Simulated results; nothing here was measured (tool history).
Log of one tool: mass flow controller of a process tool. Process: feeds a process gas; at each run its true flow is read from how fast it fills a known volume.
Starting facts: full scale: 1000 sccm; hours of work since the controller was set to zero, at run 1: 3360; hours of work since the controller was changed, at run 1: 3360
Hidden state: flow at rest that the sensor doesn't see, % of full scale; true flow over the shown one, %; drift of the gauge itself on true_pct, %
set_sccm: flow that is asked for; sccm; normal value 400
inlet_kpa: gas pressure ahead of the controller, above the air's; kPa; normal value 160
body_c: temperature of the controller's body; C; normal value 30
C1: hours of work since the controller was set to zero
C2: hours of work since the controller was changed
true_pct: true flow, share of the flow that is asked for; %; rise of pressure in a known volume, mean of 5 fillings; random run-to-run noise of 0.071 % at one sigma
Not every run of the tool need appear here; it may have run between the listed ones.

run 1 day=0.000 | set_sccm=400 inlet_kpa=160 body_c=30 | C1=3360 C2=3360 | true_pct=99.42
run 2 day=3.425 | set_sccm=400 inlet_kpa=160 body_c=30 | C1=3420 C2=3420 | true_pct=99.66
run 3 day=6.392 | set_sccm=400 inlet_kpa=160 body_c=30 | C1=3472 C2=3472 | true_pct=99.41
run 4 day=8.858 | set_sccm=400 inlet_kpa=160 body_c=30 | C1=3515 C2=3515 | true_pct=99.44
run 5 day=11.738 | set_sccm=400 inlet_kpa=160 body_c=30 | C1=3566 C2=3566 | true_pct=99.56
run 6 day=14.096 | set_sccm=487 inlet_kpa=160 body_c=30 | C1=3607 C2=3607 | true_pct=99.23
run 7 day=19.004 | set_sccm=400 inlet_kpa=160 body_c=30 | C1=3693 C2=3693 | true_pct=99.36
run 8 day=22.842 | set_sccm=400 inlet_kpa=160 body_c=30 | C1=3760 C2=3760 | true_pct=99.46
run 9 day=27.983 | set_sccm=400 inlet_kpa=160 body_c=30 | C1=3850 C2=3850 | true_pct=99.54
run 10 day=31.717 | set_sccm=763 inlet_kpa=160 body_c=30 | C1=3916 C2=3916 | true_pct=99.38
run 11 day=34.638 | set_sccm=763 inlet_kpa=160 body_c=30 | C1=3967 C2=3967 | true_pct=99.43
run 12 day=38.171 | set_sccm=763 inlet_kpa=160 body_c=30 | C1=4029 C2=4029 | true_pct=99.26
run 13 day=42.179 | set_sccm=763 inlet_kpa=160 body_c=30 | C1=4099 C2=4099 | true_pct=99.31
-- day=42.588 controller's zero set anew
run 14 day=45.175 | set_sccm=763 inlet_kpa=160 body_c=30 | C1=45 C2=4151 | true_pct=99.39
run 15 day=47.300 | set_sccm=514 inlet_kpa=274 body_c=22 | C1=83 C2=4188 | true_pct=98.84
run 16 day=49.900 | set_sccm=336 inlet_kpa=257 body_c=33 | C1=128 C2=4234 | true_pct=99.58
run 17 day=52.796 | set_sccm=596 inlet_kpa=171 body_c=25 | C1=179 C2=4284 | true_pct=99.37
run 18 day=55.483 | set_sccm=596 inlet_kpa=166 body_c=25 | C1=226 C2=4331 | true_pct=99.23
-- day=59.267 controller's zero set anew, once more
run 19 day=59.567 | set_sccm=296 inlet_kpa=247 body_c=31 | C1=5 C2=4402 | true_pct=98.05

Run 20 is up next; what results do you expect?
run 20 day=61.979 | set_sccm=296 inlet_kpa=247 body_c=31 | C1=47 C2=4445 | true_pct=?

{"run 20": {"true_pct": 97.94}}
If the tool had no hidden condition, the same run with the same run-to-run variation would have returned true_pct 99.18 %.
